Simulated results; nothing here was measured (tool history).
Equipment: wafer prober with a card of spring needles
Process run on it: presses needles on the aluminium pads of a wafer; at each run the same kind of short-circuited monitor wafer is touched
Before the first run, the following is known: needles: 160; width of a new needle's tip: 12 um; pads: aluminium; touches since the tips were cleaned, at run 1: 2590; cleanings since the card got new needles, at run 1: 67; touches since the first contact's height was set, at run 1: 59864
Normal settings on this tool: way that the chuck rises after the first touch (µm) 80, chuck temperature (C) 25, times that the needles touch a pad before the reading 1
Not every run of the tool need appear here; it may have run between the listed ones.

run    hour  way that the chuck rises after the first touch (µm)  chuck temperature (C)  times that the needles touch a pad before the reading  touches since the tips were cleaned  cleanings since the card got new needles  touches since the first contact's height was set  resistance of one needle with its contact and lead (mohm)  way that a needle slides on the pad (µm)
  1     0.0                                                   80                     25                                                      1                                 2590                                        67                                             59864                                                        122                                     15.20
       11.7  -- tips cleaned on abrasive film
  2    26.4                                                   80                     25                                                      2                                 5415                                        68                                             69568                                                        121                                     15.16
       29.3  -- tips cleaned on abrasive film
       48.6  -- tips cleaned on abrasive film
       67.2  -- tips cleaned on abrasive film
       84.8  -- tips cleaned on abrasive film
  3    84.8                                                   80                     25                                                      2                                    0                                        72                                             91010                                                        109                                     15.07
       98.9  -- height of the first contact set anew
      103.1  -- tips cleaned on abrasive film
      120.4  -- tips cleaned on abrasive film
      139.3  -- tips cleaned on abrasive film
  4   139.3                                                   80                     25                                                      2                                    0                                        75                                             14793                                                        110                                     14.92
      159.1  -- tips cleaned on abrasive film
  5   167.9                                                   80                     25                                                      2                                 3246                                        76                                             25351                                                        116                                     14.88
      175.9  -- tips cleaned on abrasive film
      192.6  -- tips cleaned on abrasive film
  6   205.0                                                   80                     25                                                      1                                 4585                                        78                                             38973                                                        129                                     14.79
      209.1  -- tips cleaned on abrasive film
      225.6  -- tips cleaned on abrasive film
  7   229.7                                                   80                     25                                                      1                                 1490                                        80                                             48025                                                        119                                     14.87
      245.0  -- tips cleaned on abrasive film
      263.8  -- tips cleaned on abrasive film
  8   279.7                                                   80                     25                                                      1                                 5899                                        82                                             66458                                                        132                                     14.80
      282.3  -- tips cleaned on abrasive film
      301.4  -- tips cleaned on abrasive film
      320.2  -- tips cleaned on abrasive film
  9   334.2                                                   80                     25                                                      2                                 5173                                        85                                             86480                                                        124                                     14.74
      338.2  -- tips cleaned on abrasive film
      357.4  -- tips cleaned on abrasive film
      361.4  -- height of the first contact set anew
      376.5  -- tips cleaned on abrasive film
 10   386.6                                                   80                     25                                                      2                                 3712                                        88                                              9265                                                        119                                     15.38
      393.8  -- tips cleaned on abrasive film
      413.9  -- tips cleaned on abrasive film
      421.7  -- height of the first contact set anew, once more
      431.0  -- tips cleaned on abrasive film
 11   431.0                                                   80                     25                                                      2                                    0                                        91                                              3406                                                        107                                     15.38
      448.8  -- tips cleaned on abrasive film
      468.5  -- tips cleaned on abrasive film
 12   469.8                                                   97                     25                                                      1                                  482                                        93                                             17664                                                        109                                     18.53
      485.2  -- tips cleaned on abrasive film
      503.9  -- tips cleaned on abrasive film
 13   516.9                                                   97                     25                                                      1                                 4809                                        95                                             35009                                                        126                                     18.50
      524.3  -- tips cleaned on abrasive film
      540.7  -- tips cleaned on abrasive film
 14   545.3                                                  100                     25                                                      1                                 1710                                        97                                             45430                                                        114                                     19.03
      557.3  -- tips cleaned on abrasive film
      574.4  -- tips cleaned on abrasive film
 15   574.4                                                  100                     25                                                      1                                    0                                        99                                             56110                                                        107                                     19.02
      594.2  -- tips cleaned on abrasive film
      611.9  -- tips cleaned on abrasive film
 16   622.2                                                   63                     29                                                      1                                 3806                                       101                                             73695                                                        140                                     11.83
      630.4  -- tips cleaned on abrasive film
      649.8  -- tips cleaned on abrasive film
      668.7  -- tips cleaned on abrasive film
 17   670.7                                                   82                     99                                                      1                                  755                                       104                                             91524                                                        124                                     15.48
      682.5  -- height of the first contact set anew
      686.6  -- tips cleaned on abrasive film
      705.1  -- tips cleaned on abrasive film
 18   721.3                                                   82                     99                                                      1                                 5966                                       106                                             14276                                                        138                                     15.75
      724.7  -- tips cleaned on abrasive film
      743.2  -- tips cleaned on abrasive film
      761.6  -- tips cleaned on abrasive film
 19   767.5                                                   82                     99                                                      1                                 2157                                       109                                             31242                                                        130                                     15.72
      779.4  -- tips cleaned on abrasive film
      796.9  -- tips cleaned on abrasive film
 20   800.7                                                   62                     56                                                      2                                 1401                                       111                                             43432                                                        123                                     11.75
      814.5  -- tips cleaned on abrasive film
      832.2  -- tips cleaned on abrasive film
 21   839.4                                                   62                     56                                                      2                                 2672                                       113                                             57678                                                        126                                     11.67
      851.2  -- tips cleaned on abrasive film
      871.2  -- tips cleaned on abrasive film
 22   880.8                                                   61                     46                                                      3                                 3542                                       115                                             72920                                                        123                                     11.45
      888.1  -- tips cleaned on abrasive film
      908.1  -- tips cleaned on abrasive film
      927.2  -- tips cleaned on abrasive film
 23   932.1                                                   80                    115                                                      1                                 1809                                       118                                             91766                                                        129                                     15.08
      943.1  -- height of the first contact set anew
      946.7  -- tips cleaned on abrasive film
      964.8  -- tips cleaned on abrasive film
      983.7  -- tips cleaned on abrasive film
 24   989.5                                                   62                    115                                                      1                                 2125                                       121                                             17016                                                        140                                     11.87
     1003.3  -- tips cleaned on abrasive film
 25  1014.2                                                   66                     39                                                      1                                 4049                                       122                                             26128                                                        142                                     12.63
     1020.8  -- tips cleaned on abrasive film
     1037.9  -- tips cleaned on abrasive film
 26  1037.9                                                   66                     39                                                      1                                    0                                       124                                             34801                                                        115                                     12.52
     1055.3  -- tips cleaned on abrasive film
     1073.4  -- tips cleaned on abrasive film
 27  1082.1                                                   63                     71                                                      2                                 3218                                       126                                             51063                                                        133                                     11.97

Forecast run 28:
     1092.9  -- tips cleaned on abrasive film
     1112.6  -- tips cleaned on abrasive film
 28  1120.8                                                   61                     93                                                      2                                 3062                                       128                                             65323                                                          ?                                         ?

resistance of one needle with its contact and lead (mohm): 136
way that a needle slides on the pad (µm): 11.48
Take away the tool's hidden state, keep the run-to-run variation as it was, and the same run would have given resistance of one needle with its contact and lead (mohm) 118, way that a needle slides on the pad (µm) 11.68.

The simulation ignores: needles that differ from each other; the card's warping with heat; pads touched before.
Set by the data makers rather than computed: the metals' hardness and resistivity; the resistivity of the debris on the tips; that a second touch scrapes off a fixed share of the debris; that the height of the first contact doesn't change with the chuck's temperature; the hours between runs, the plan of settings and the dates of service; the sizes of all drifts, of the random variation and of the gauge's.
